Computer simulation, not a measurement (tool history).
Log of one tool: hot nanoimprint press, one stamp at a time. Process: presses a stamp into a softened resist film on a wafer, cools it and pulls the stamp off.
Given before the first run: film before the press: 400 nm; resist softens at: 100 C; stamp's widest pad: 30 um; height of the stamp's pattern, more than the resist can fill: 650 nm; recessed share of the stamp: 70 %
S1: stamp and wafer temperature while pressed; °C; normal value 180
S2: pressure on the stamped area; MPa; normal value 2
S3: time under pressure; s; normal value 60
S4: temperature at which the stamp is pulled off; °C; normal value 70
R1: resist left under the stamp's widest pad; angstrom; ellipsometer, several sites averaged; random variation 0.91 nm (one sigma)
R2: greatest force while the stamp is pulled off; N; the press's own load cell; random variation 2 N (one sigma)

run,hour,S1,S2,S3,S4,R1,R2
1,0,180,2,60,70,1397,148
2,10.7,180,2,60,70,1406,150
3,20.1,180,2,46,70,1562,149
4,29.6,180,2,46,70,1546,147
5,43.2,180,2,46,70,1551,150
6,55.6,180,2,46,70,1544,145
7,69.8,173,2,60,70,1896,148
8,78.4,173,2,60,70,1910,150
9,91.5,180,2,60,70,1386,147
10,107.2,180,2,60,70,1403,149
11,118.2,180,2.53,60,70,1241,149
12,128.9,180,2.53,60,70,1239,149
13,137.1,180,2.53,60,70,1237,147
14,147.3,180,2.53,60,70,1243,146
15,154.8,180,2,60,70,1407,151
16,166.3,180,2.19,60,56,1359,186
17,179.7,180,2.19,60,56,1350,183
18,193.8,186,2.19,60,56,1034,187
# hour 207.6: stamp cleaned and given a new release coat
19,207.6,186,2.19,60,56,1032,183
20,214,168,2.19,60,67,2265,159
21,228.3,172,2.19,60,77,1902,127
22,235.5,172,2.19,60,77,1898,130
23,242.3,180,2.34,35,60,1593,173
24,251.8,180,2.34,35,60,1583,177
25,259.7,180,2.34,35,60,1588,175
26,275.3,180,2.21,35,60,1641,170
27,283,174,2.83,35,77,1852,129
28,290.9,189,2.99,60,67,773,154
29,305.3,189,2.99,60,67,765,157

Consider 3 possible next runs. They are alternatives, not a sequence: every one starts from the tool as it was left by run 29. What does each give?
A,318,180,2,59,58,?,?
B,318,180,2,59,65,?,?
C,318,172,2.99,41,67,?,?

run,R1,R2
A,1419,179
B,1436,164
C,1872,159
The same runs, with their run-to-run variation unchanged, on a tool lacking any hidden condition would have given:
run,R1,R2
A,1417,178
B,1434,164
C,1869,158
